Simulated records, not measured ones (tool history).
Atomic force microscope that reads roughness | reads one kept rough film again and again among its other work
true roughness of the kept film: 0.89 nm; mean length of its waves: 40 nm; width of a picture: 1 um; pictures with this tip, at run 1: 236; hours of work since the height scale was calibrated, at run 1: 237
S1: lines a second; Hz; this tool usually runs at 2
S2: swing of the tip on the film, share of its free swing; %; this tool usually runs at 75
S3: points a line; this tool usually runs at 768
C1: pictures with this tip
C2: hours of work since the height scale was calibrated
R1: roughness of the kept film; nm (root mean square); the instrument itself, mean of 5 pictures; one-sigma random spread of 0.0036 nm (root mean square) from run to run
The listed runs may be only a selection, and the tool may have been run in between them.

run,day,S1,S2,S3,C1,C2,R1
1,0,2,75,768,236,237,0.805
2,0.383,2,75,768,259,244,0.807
3,1.275,2,75,768,313,260,0.801
# day 1.85: new tip fitted
4,2.033,2,75,768,11,273,0.809
5,2.692,1.27,75,768,51,285,0.837
6,3.104,1.23,75,768,76,293,0.834
7,3.596,2,67,768,106,302,0.824
8,4.058,2,75,768,134,310,0.814
9,4.508,2,75,768,161,319,0.807
10,5.404,2,75,446,215,335,0.796
11,5.954,2,75,849,249,345,0.801
12,6.379,2,75,768,274,353,0.802
13,6.838,2,62,768,302,361,0.832
# day 7.55: new tip fitted
14,7.662,2,62,768,7,376,0.848
15,8.421,2,75,768,52,390,0.813
16,9.362,2,75,768,109,407,0.814
17,9.8,2,75,768,136,415,0.803
18,10.388,2,75,768,171,426,0.808
19,11.067,2,75,768,213,438,0.807
20,11.908,2,75,293,263,453,0.797
21,12.796,2,75,1016,317,470,0.799
# day 13.321: new tip fitted
22,13.479,2,75,1016,9,482,0.812
# day 13.579: height scale calibrated on a step standard
23,14.225,0.59,75,317,52,12,0.854
24,14.696,3.09,65,545,80,20,0.821
# day 15.671: height scale calibrated on a step standard, once more
25,15.671,1.96,85,768,137,0,0.772
26,16.579,1.96,56,533,192,17,0.843
27,17.475,0.72,58,483,246,33,0.86
28,17.875,1.09,71,483,270,40,0.831
29,18.512,1.27,71,573,309,52,0.83
# day 19.1: new tip fitted
30,19.375,0.55,62,768,16,67,0.871
31,20.183,3.18,71,371,65,82,0.796
32,20.967,3.18,71,371,113,96,0.793
33,21.854,2.83,82,270,166,113,0.746
34,22.383,2.83,82,273,199,122,0.742
35,23.158,3.88,79,592,245,136,0.729
36,23.829,0.61,88,448,286,149,0.827
37,24.379,0.61,88,448,319,159,0.823

Pick out some run-to-run changes in R1. Of each, how much would a tool without hidden state show as well, from the settings, what came in and chance, and how much is left for the hidden state and any gauge scatter not in both results compared?
What the log doesn't record here: radius of the tip, nm; height scale over the true one, %; drift of the gauge itself on roughness_nm, %.
Run 13 -> 14: new tip fitted. R1 +0.016 nm (root mean square): hidden state +0.019, all else -0.003.
Run 21 -> 22: new tip fitted. R1 +0.013 nm (root mean square): hidden state +0.018, all else -0.005.
Run 25 -> 26: S2 85 -> 56, S3 768 -> 533. R1 +0.071 nm (root mean square): hidden state -0.003, all else +0.074.
Run 29 -> 30: S1 1.27 -> 0.55, S2 71 -> 62, S3 573 -> 768, new tip fitted. R1 +0.041 nm (root mean square): hidden state +0.017, all else +0.024.
Run 30 -> 31: S1 0.55 -> 3.18, S2 62 -> 71, S3 768 -> 371. R1 -0.075 nm (root mean square): hidden state -0.003, all else -0.072.
Run 35 -> 36: S1 3.88 -> 0.61, S2 79 -> 88, S3 592 -> 448. R1 +0.098 nm (root mean square): hidden state -0.004, all else +0.102.
